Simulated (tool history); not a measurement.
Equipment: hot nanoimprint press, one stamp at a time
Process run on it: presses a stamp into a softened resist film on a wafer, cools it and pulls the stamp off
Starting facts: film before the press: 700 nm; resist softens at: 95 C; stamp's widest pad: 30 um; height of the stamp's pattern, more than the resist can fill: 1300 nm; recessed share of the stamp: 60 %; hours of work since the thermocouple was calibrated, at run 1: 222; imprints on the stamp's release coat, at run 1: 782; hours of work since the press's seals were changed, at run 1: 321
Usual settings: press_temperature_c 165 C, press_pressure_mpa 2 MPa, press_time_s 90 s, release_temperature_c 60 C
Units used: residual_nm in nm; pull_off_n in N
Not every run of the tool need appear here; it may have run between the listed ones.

run   hour  press_temperature_c  press_pressure_mpa  press_time_s  release_temperature_c  hours of work since the thermocouple was calibrated  imprints on the stamp's release coat  hours of work since the press's seals were changed  residual_nm  pull_off_n
  1      0                  165                   2            90                     60                                                  222                                   782                                                 321        388.8         274
      38.3  -- stamp cleaned and given a new release coat
  2   57.8                  165                   2            90                     60                                                  251                                    38                                                 350        386.3         233
  3     99                  165                   2            90                     60                                                  274                                   119                                                 373        386.6         241
  4  124.1                  165                   2            90                     60                                                  288                                   169                                                 387        383.2         245
  5  162.5                  165                   2           136                     60                                                  310                                   244                                                 409        338.9         243
  6  209.9                  165                2.01            90                     60                                                  336                                   338                                                 435        383.7         252
  7  240.7                  165                2.01            90                     60                                                  353                                   398                                                 452        383.3         257
  8  271.3                  165                2.01            90                     60                                                  370                                   459                                                 469        382.8         262
  9  304.2                  165                   2            90                     60                                                  389                                   524                                                 488        385.4         256
 10  334.3                  165                2.38            59                     60                                                  406                                   583                                                 505        403.7         261
 11  378.5                  165                1.64           127                     51                                                  430                                   670                                                 529        373.6         298
 12  420.1                  164                 1.3            74                     61                                                  454                                   752                                                 553        492.9         269
     470.1  -- stamp cleaned and given a new release coat
 13  470.1                  153                3.04            50                     52                                                  478                                     0                                                 577        526.6         248
 14  498.1                  165                   2            90                     51                                                  494                                    55                                                 593          381         247
     521.8  -- plate thermocouple calibrated
 15  541.6                  166                   2           161                     60                                                   11                                   135                                                 616        323.6         237
 16  596.4                  165                1.38            80                     61                                                   42                                   243                                                 646        480.4         249
 17  654.6                  165                1.38            80                     61                                                   74                                   358                                                 679        477.8         248
 18  694.4                  156                2.39            90                     60                                                   97                                   436                                                 701        482.5         254

Each row is a separate what-if for the run after 18, all from the same tool condition, not one after another. Results?
  A  728.6                  165                1.58           135                     55                                                  116                                   503                                                 720            ?           ?
  B  728.6                  165                   2           175                     60                                                  116                                   503                                                 720            ?           ?
  C  728.6                  156                1.78           124                     52                                                  116                                   503                                                 720            ?           ?
  D  728.6                  172                1.57            90                     60                                                  116                                   503                                                 720            ?           ?
  E  728.6                  173                   2            75                     53                                                  116                                   503                                                 720            ?           ?

run  residual_nm  pull_off_n
  A        390.4         278
  B        320.6         260
  C        492.2         282
  D        360.3         257
  E        332.2         276
Had the tool no hidden state, the same runs would have come out as:
run  residual_nm  pull_off_n
  A        389.9         249
  B        319.6         233
  C        491.7         252
  D        359.7         229
  E          331         246

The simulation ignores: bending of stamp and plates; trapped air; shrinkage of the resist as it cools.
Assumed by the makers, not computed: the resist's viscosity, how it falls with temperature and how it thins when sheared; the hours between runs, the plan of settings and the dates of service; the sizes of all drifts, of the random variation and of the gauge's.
